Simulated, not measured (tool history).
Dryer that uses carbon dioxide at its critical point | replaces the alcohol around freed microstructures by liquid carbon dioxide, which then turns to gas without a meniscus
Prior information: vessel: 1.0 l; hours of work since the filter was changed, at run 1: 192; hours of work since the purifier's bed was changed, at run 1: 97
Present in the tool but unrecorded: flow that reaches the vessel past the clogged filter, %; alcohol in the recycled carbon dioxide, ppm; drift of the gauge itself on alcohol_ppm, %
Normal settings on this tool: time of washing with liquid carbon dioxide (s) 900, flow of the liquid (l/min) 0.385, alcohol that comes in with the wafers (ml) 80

run,hour,time of washing with liquid carbon dioxide (s),flow of the liquid (l/min),alcohol that comes in with the wafers (ml),hours of work since the filter was changed,hours of work since the purifier's bed was changed,alcohol left in the vessel before it's heated (ppm by volume)
1,0.0,900,0.385,80,192,97,519
2,8.0,900,0.266,80,195,99,2620
3,15.7,900,0.326,80,198,102,1167
4,21.3,600,0.385,80,200,104,2780
5,29.7,600,0.385,80,203,107,2829
6,38.5,600,0.385,80,206,110,2853
7,45.8,600,0.385,80,208,113,2861
8,57.0,1140,0.385,80,212,117,157
9,65.5,900,0.385,60,215,120,414
10,71.8,900,0.385,30,218,122,211
11,78.1,900,0.385,30,220,125,207
12,85.1,900,0.385,80,222,127,583
13,90.5,900,0.385,91,224,129,628
14,95.7,900,0.385,91,226,131,650
15,105.3,900,0.385,91,230,134,662
16,112.3,900,0.632,91,232,137,38
# hour 120.0: inlet filter changed
17,124.9,900,0.632,91,2,141,11
18,133.5,600,0.537,27,5,144,150
19,143.7,600,0.243,27,9,148,2735

Run 20 comes next. What will it give?
20,150.1,720,0.564,80,11,150,?

Run 20 produced alcohol left in the vessel before it's heated (ppm by volume) 113.
If the tool had no hidden condition, the same run with the same run-to-run variation would have returned alcohol left in the vessel before it's heated (ppm by volume) 97.
